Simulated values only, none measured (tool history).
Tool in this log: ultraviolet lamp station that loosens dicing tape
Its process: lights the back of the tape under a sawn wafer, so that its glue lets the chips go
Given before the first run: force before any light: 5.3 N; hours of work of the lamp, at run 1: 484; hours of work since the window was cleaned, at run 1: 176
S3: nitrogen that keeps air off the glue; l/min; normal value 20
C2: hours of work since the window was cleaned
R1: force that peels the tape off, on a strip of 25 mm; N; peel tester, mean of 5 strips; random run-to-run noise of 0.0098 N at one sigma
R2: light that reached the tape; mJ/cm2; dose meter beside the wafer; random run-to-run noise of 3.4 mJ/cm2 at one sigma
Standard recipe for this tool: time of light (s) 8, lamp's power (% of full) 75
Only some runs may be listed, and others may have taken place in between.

{"run": 1, "day": 0.0, "time of light (s)": 8, "lamp's power (% of full)": 75, "S3": 20, "hours of work of the lamp": 484, "C2": 176, "R1": 0.598, "R2": 459}
{"run": 2, "day": 1.021, "time of light (s)": 8, "lamp's power (% of full)": 75, "S3": 20, "hours of work of the lamp": 500, "C2": 192, "R1": 0.595, "R2": 450}
{"run": 3, "day": 1.488, "time of light (s)": 8, "lamp's power (% of full)": 75, "S3": 18, "hours of work of the lamp": 507, "C2": 199, "R1": 0.625, "R2": 454}
{"run": 4, "day": 2.367, "time of light (s)": 10, "lamp's power (% of full)": 75, "S3": 20, "hours of work of the lamp": 521, "C2": 213, "R1": 0.439, "R2": 555}
{"run": 5, "day": 3.312, "time of light (s)": 8, "lamp's power (% of full)": 75, "S3": 20, "hours of work of the lamp": 535, "C2": 227, "R1": 0.621, "R2": 438}
{"run": 6, "day": 3.854, "time of light (s)": 8, "lamp's power (% of full)": 75, "S3": 20, "hours of work of the lamp": 544, "C2": 236, "R1": 0.641, "R2": 437}
{"run": 7, "day": 4.512, "time of light (s)": 8, "lamp's power (% of full)": 75, "S3": 20, "hours of work of the lamp": 554, "C2": 246, "R1": 0.641, "R2": 433}
{"run": 8, "day": 5.033, "time of light (s)": 8, "lamp's power (% of full)": 75, "S3": 20, "hours of work of the lamp": 562, "C2": 254, "R1": 0.655, "R2": 432}
{"run": 9, "day": 5.712, "time of light (s)": 8, "lamp's power (% of full)": 75, "S3": 20, "hours of work of the lamp": 573, "C2": 264, "R1": 0.648, "R2": 425}
{"run": 10, "day": 6.725, "time of light (s)": 8, "lamp's power (% of full)": 73, "S3": 20, "hours of work of the lamp": 588, "C2": 280, "R1": 0.704, "R2": 408}
{"run": 11, "day": 7.462, "time of light (s)": 8, "lamp's power (% of full)": 73, "S3": 20, "hours of work of the lamp": 600, "C2": 292, "R1": 0.699, "R2": 409}
{"run": 12, "day": 8.4, "time of light (s)": 7, "lamp's power (% of full)": 75, "S3": 20, "hours of work of the lamp": 614, "C2": 306, "R1": 0.892, "R2": 356}
{"run": 13, "day": 8.829, "time of light (s)": 7, "lamp's power (% of full)": 81, "S3": 30, "hours of work of the lamp": 621, "C2": 313, "R1": 0.625, "R2": 387}
{"run": 14, "day": 9.638, "time of light (s)": 15, "lamp's power (% of full)": 99, "S3": 8, "hours of work of the lamp": 633, "C2": 325, "R1": 0.284, "R2": 999}
{"run": 15, "day": 10.554, "time of light (s)": 10, "lamp's power (% of full)": 62, "S3": 11, "hours of work of the lamp": 648, "C2": 339, "R1": 0.995, "R2": 418}
{"run": 16, "day": 11.029, "time of light (s)": 8, "lamp's power (% of full)": 75, "S3": 20, "hours of work of the lamp": 655, "C2": 347, "R1": 0.749, "R2": 400}
{"day": 11.121, "done": "window cleaned of glue's vapour"}
{"run": 17, "day": 11.6, "time of light (s)": 11, "lamp's power (% of full)": 67, "S3": 20, "hours of work of the lamp": 663, "C2": 7, "R1": 0.379, "R2": 582}
{"run": 18, "day": 12.604, "time of light (s)": 5, "lamp's power (% of full)": 75, "S3": 27, "hours of work of the lamp": 679, "C2": 23, "R1": 0.991, "R2": 296}

For run 19, what comes out?
{"run": 19, "day": 13.262, "time of light (s)": 12, "lamp's power (% of full)": 75, "S3": 27, "hours of work of the lamp": 689, "C2": 33, "R1": "?", "R2": "?"}

R1: 0.282 N
R2: 703 mJ/cm2
Take away the tool's hidden state, keep the run-to-run variation as it was, and the same run would have given R1 0.245 N, R2 836 mJ/cm2.
